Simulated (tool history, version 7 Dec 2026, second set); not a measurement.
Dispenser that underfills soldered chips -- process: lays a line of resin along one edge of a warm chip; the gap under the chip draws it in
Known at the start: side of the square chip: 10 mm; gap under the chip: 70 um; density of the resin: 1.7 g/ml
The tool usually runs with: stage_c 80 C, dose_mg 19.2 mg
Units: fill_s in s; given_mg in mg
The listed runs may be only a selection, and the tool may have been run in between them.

| run | hour | stage_c | dose_mg | fill_s | given_mg |
|---|---|---|---|---|---|
| 1 | 0.0 | 80 | 19.2 | 233.5 | 18.47 |
|  | 5.8 | new syringe of resin |
| 2 | 6.6 | 80 | 18.2 | 136.3 | 17.52 |
| 3 | 12.0 | 80 | 19.2 | 175.4 | 18.48 |
| 4 | 22.4 | 80 | 19.2 | 286.4 | 18.21 |
|  | 23.7 | new syringe of resin |
| 5 | 31.3 | 80 | 19.2 | 186.4 | 18.20 |
| 6 | 39.7 | 82 | 19.3 | 265.0 | 18.01 |
|  | 41.7 | new syringe of resin |
| 7 | 51.4 | 82 | 19.3 | 194.8 | 17.94 |
| 8 | 58.1 | 82 | 19.3 | 264.4 | 17.97 |
|  | 60.1 | new syringe of resin |
| 9 | 70.0 | 77 | 17.5 | 231.8 | 16.26 |
|  | 78.0 | new syringe of resin |
| 10 | 79.4 | 77 | 17.5 | 156.6 | 16.12 |

What if the next run were any one of these 3? Each begins from the tool's condition after run 10:
| A | 84.4 | 92 | 23.7 | ? | ? |
| B | 84.4 | 73 | 16.9 | ? | ? |
| C | 84.4 | 71 | 16.4 | ? | ? |

| run | fill_s | given_mg |
|---|---|---|
| A | 121.3 | 21.41 |
| B | 219.8 | 15.33 |
| C | 240.7 | 14.94 |
With the hidden condition removed and each run's random variation left untouched, the same runs would have given:
| run | fill_s | given_mg |
|---|---|---|
| A | 92.5 | 23.40 |
| B | 165.0 | 16.76 |
| C | 180.5 | 16.33 |
